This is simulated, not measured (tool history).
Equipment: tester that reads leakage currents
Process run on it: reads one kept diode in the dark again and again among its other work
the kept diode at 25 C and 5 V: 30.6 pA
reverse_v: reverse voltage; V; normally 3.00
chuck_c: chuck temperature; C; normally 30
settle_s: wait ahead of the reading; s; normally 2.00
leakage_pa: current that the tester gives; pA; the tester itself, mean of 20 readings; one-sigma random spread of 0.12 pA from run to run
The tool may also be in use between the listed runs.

{"run": 1, "hour": 0.0, "reverse_v": 3.0, "chuck_c": 30, "settle_s": 2.0, "leakage_pa": 37.69}
{"run": 2, "hour": 67.6, "reverse_v": 3.0, "chuck_c": 30, "settle_s": 2.0, "leakage_pa": 37.81}
{"run": 3, "hour": 170.2, "reverse_v": 3.0, "chuck_c": 53, "settle_s": 2.0, "leakage_pa": 156.42}
{"run": 4, "hour": 228.0, "reverse_v": 3.0, "chuck_c": 53, "settle_s": 2.0, "leakage_pa": 155.84}
{"run": 5, "hour": 300.6, "reverse_v": 10.98, "chuck_c": 30, "settle_s": 2.0, "leakage_pa": 68.42}
{"run": 6, "hour": 357.0, "reverse_v": 10.98, "chuck_c": 30, "settle_s": 2.39, "leakage_pa": 68.34}
{"run": 7, "hour": 410.5, "reverse_v": 10.98, "chuck_c": 49, "settle_s": 2.39, "leakage_pa": 203.63}
{"run": 8, "hour": 474.5, "reverse_v": 10.98, "chuck_c": 49, "settle_s": 2.39, "leakage_pa": 202.22}
{"run": 9, "hour": 578.3, "reverse_v": 3.0, "chuck_c": 30, "settle_s": 5.92, "leakage_pa": 37.24}
{"hour": 632.4, "done": "probe card cleaned and baked"}
{"run": 10, "hour": 655.4, "reverse_v": 3.0, "chuck_c": 30, "settle_s": 5.92, "leakage_pa": 33.3}
{"run": 11, "hour": 751.6, "reverse_v": 19.94, "chuck_c": 30, "settle_s": 5.92, "leakage_pa": 67.48}
{"run": 12, "hour": 802.9, "reverse_v": 3.0, "chuck_c": 30, "settle_s": 0.7, "leakage_pa": 34.06}
{"run": 13, "hour": 904.5, "reverse_v": 3.0, "chuck_c": 30, "settle_s": 0.7, "leakage_pa": 34.15}
{"hour": 941.4, "done": "chuck's temperature calibrated"}
{"run": 14, "hour": 979.0, "reverse_v": 3.0, "chuck_c": 30, "settle_s": 0.7, "leakage_pa": 32.95}
{"run": 15, "hour": 1057.5, "reverse_v": 3.0, "chuck_c": 30, "settle_s": 2.0, "leakage_pa": 32.52}
{"run": 16, "hour": 1129.6, "reverse_v": 11.57, "chuck_c": 30, "settle_s": 2.0, "leakage_pa": 56.3}
{"run": 17, "hour": 1204.8, "reverse_v": 19.88, "chuck_c": 30, "settle_s": 2.0, "leakage_pa": 70.43}
{"run": 18, "hour": 1250.2, "reverse_v": 3.0, "chuck_c": 22, "settle_s": 2.0, "leakage_pa": 18.83}
{"run": 19, "hour": 1304.8, "reverse_v": 3.0, "chuck_c": 22, "settle_s": 2.0, "leakage_pa": 18.94}
{"hour": 1340.5, "done": "chuck's temperature calibrated, once more"}
{"run": 20, "hour": 1397.9, "reverse_v": 3.0, "chuck_c": 24, "settle_s": 2.0, "leakage_pa": 25.3}
{"run": 21, "hour": 1489.8, "reverse_v": 12.18, "chuck_c": 24, "settle_s": 2.0, "leakage_pa": 46.18}
{"run": 22, "hour": 1560.8, "reverse_v": 3.09, "chuck_c": 24, "settle_s": 0.3, "leakage_pa": 27.17}
{"run": 23, "hour": 1616.2, "reverse_v": 4.62, "chuck_c": 47, "settle_s": 3.25, "leakage_pa": 131.37}
{"run": 24, "hour": 1687.5, "reverse_v": 6.64, "chuck_c": 36, "settle_s": 0.36, "leakage_pa": 79.32}
{"run": 25, "hour": 1771.0, "reverse_v": 7.25, "chuck_c": 48, "settle_s": 0.36, "leakage_pa": 168.75}
{"run": 26, "hour": 1824.6, "reverse_v": 3.37, "chuck_c": 47, "settle_s": 0.36, "leakage_pa": 118.66}
{"run": 27, "hour": 1874.5, "reverse_v": 1.17, "chuck_c": 20, "settle_s": 0.51, "leakage_pa": 13.58}
{"run": 28, "hour": 1930.5, "reverse_v": 1.17, "chuck_c": 20, "settle_s": 0.51, "leakage_pa": 13.57}
{"run": 29, "hour": 1977.0, "reverse_v": 2.28, "chuck_c": 42, "settle_s": 0.8, "leakage_pa": 74.17}
{"run": 30, "hour": 2043.2, "reverse_v": 11.12, "chuck_c": 29, "settle_s": 0.4, "leakage_pa": 66.49}
{"run": 31, "hour": 2103.0, "reverse_v": 3.0, "chuck_c": 40, "settle_s": 2.0, "leakage_pa": 71.98}
{"run": 32, "hour": 2181.3, "reverse_v": 3.0, "chuck_c": 49, "settle_s": 2.0, "leakage_pa": 125.48}
{"run": 33, "hour": 2244.2, "reverse_v": 3.0, "chuck_c": 21, "settle_s": 0.46, "leakage_pa": 22.21}
{"run": 34, "hour": 2323.6, "reverse_v": 1.87, "chuck_c": 57, "settle_s": 0.65, "leakage_pa": 167.48}
{"run": 35, "hour": 2369.3, "reverse_v": 2.42, "chuck_c": 30, "settle_s": 0.65, "leakage_pa": 35.19}
{"run": 36, "hour": 2412.5, "reverse_v": 1.12, "chuck_c": 42, "settle_s": 3.47, "leakage_pa": 55.57}
{"run": 37, "hour": 2509.3, "reverse_v": 5.43, "chuck_c": 42, "settle_s": 1.27, "leakage_pa": 102.75}
{"run": 38, "hour": 2577.7, "reverse_v": 5.43, "chuck_c": 41, "settle_s": 0.4, "leakage_pa": 97.97}
{"run": 39, "hour": 2680.0, "reverse_v": 2.04, "chuck_c": 30, "settle_s": 2.48, "leakage_pa": 32.02}
{"run": 40, "hour": 2761.5, "reverse_v": 8.91, "chuck_c": 37, "settle_s": 2.73, "leakage_pa": 93.46}

Each row is a separate what-if for the run after 40, all from the same tool condition, not one after another. Results?
{"run": "A", "hour": 2843.1, "reverse_v": 6.23, "chuck_c": 24, "settle_s": 0.39, "leakage_pa": "?"}
{"run": "B", "hour": 2843.1, "reverse_v": 3.68, "chuck_c": 37, "settle_s": 2.86, "leakage_pa": "?"}
{"run": "C", "hour": 2843.1, "reverse_v": 3.0, "chuck_c": 30, "settle_s": 5.22, "leakage_pa": "?"}

run=A leakage_pa=39.86
run=B leakage_pa=64.27
run=C leakage_pa=38.07
Take away the tool's hidden state, keep each run's random variation, and the runs would have read:
run=A leakage_pa=33.89
run=B leakage_pa=63.64
run=C leakage_pa=36.62
